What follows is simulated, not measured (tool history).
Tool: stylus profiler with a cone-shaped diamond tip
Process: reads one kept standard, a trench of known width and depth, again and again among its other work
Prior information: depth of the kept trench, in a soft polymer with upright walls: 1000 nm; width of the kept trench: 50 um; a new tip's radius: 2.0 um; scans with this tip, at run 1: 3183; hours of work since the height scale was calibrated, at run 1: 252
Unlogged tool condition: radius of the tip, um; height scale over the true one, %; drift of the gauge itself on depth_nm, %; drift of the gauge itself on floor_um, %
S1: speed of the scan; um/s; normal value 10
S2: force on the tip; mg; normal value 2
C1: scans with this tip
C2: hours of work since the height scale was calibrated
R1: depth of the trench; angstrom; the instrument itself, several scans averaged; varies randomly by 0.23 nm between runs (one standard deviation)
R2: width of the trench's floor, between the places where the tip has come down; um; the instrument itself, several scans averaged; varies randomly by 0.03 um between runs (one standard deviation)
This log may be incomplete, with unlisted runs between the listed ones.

run 1 hour=0 | S1=10 S2=2 | C1=3183 C2=252 | R1=10123.4 R2=46.24
run 2 hour=14 | S1=10 S2=2 | C1=3283 C2=260 | R1=10127.5 R2=46.22
run 3 hour=33.8 | S1=10 S2=2 | C1=3425 C2=271 | R1=10122.7 R2=46.22
run 4 hour=50 | S1=10 S2=2 | C1=3541 C2=280 | R1=10118.5 R2=46.2
run 5 hour=67.4 | S1=19 S2=2 | C1=3666 C2=290 | R1=10119.3 R2=46.23
run 6 hour=88 | S1=19 S2=2 | C1=3813 C2=302 | R1=10121.9 R2=46.18
run 7 hour=105.7 | S1=19 S2=2 | C1=3940 C2=312 | R1=10117.8 R2=46.18
run 8 hour=117.7 | S1=10 S2=1.02 | C1=4025 C2=319 | R1=10068.6 R2=46.16
run 9 hour=138.1 | S1=10 S2=1.02 | C1=4171 C2=330 | R1=10067.1 R2=46.12
run 10 hour=148.4 | S1=10 S2=1.02 | C1=4245 C2=336 | R1=10069.7 R2=46.13
run 11 hour=166.2 | S1=10 S2=1.02 | C1=4373 C2=346 | R1=10068.3 R2=46.15
run 12 hour=180.4 | S1=10 S2=1.02 | C1=4474 C2=354 | R1=10068 R2=46.13
run 13 hour=198 | S1=31 S2=2 | C1=4600 C2=364 | R1=10119 R2=46.07
run 14 hour=210.1 | S1=4 S2=2 | C1=4687 C2=371 | R1=10117.9 R2=46.24
run 15 hour=225.1 | S1=4 S2=2 | C1=4794 C2=379 | R1=10118.1 R2=46.2
run 16 hour=238.3 | S1=10 S2=2 | C1=4888 C2=387 | R1=10111.1 R2=46.12
run 17 hour=260.2 | S1=12 S2=2 | C1=5046 C2=399 | R1=10110.5 R2=46.06
run 18 hour=271.6 | S1=10 S2=2 | C1=5127 C2=406 | R1=10114.7 R2=46.14
run 19 hour=282.2 | S1=10 S2=2 | C1=5203 C2=412 | R1=10115.4 R2=46.1
run 20 hour=299.2 | S1=10 S2=0.74 | C1=5324 C2=421 | R1=10048.8 R2=46.08
run 21 hour=319.4 | S1=15 S2=2 | C1=5469 C2=433 | R1=10109.8 R2=46.08
run 22 hour=332 | S1=10 S2=3.09 | C1=5559 C2=440 | R1=10156.9 R2=46.08
run 23 hour=348 | S1=10 S2=3.09 | C1=5674 C2=449 | R1=10164.2 R2=46.06
run 24 hour=360 | S1=6 S2=1.66 | C1=5759 C2=456 | R1=10095 R2=46.12
run 25 hour=372.9 | S1=6 S2=1.66 | C1=5852 C2=463 | R1=10097.1 R2=46.05
run 26 hour=391.4 | S1=6 S2=1.66 | C1=5984 C2=474 | R1=10095.3 R2=46.12

Expected results for the next run?
run 27 hour=402.5 | S1=6 S2=1.66 | C1=6064 C2=480 | R1=? R2=?

R1: 10092.7 angstrom
R2: 46.11 um
With the hidden condition absent and the run-to-run variation left alone, this run would have shown R1 10121 angstrom, R2 46.53 um.

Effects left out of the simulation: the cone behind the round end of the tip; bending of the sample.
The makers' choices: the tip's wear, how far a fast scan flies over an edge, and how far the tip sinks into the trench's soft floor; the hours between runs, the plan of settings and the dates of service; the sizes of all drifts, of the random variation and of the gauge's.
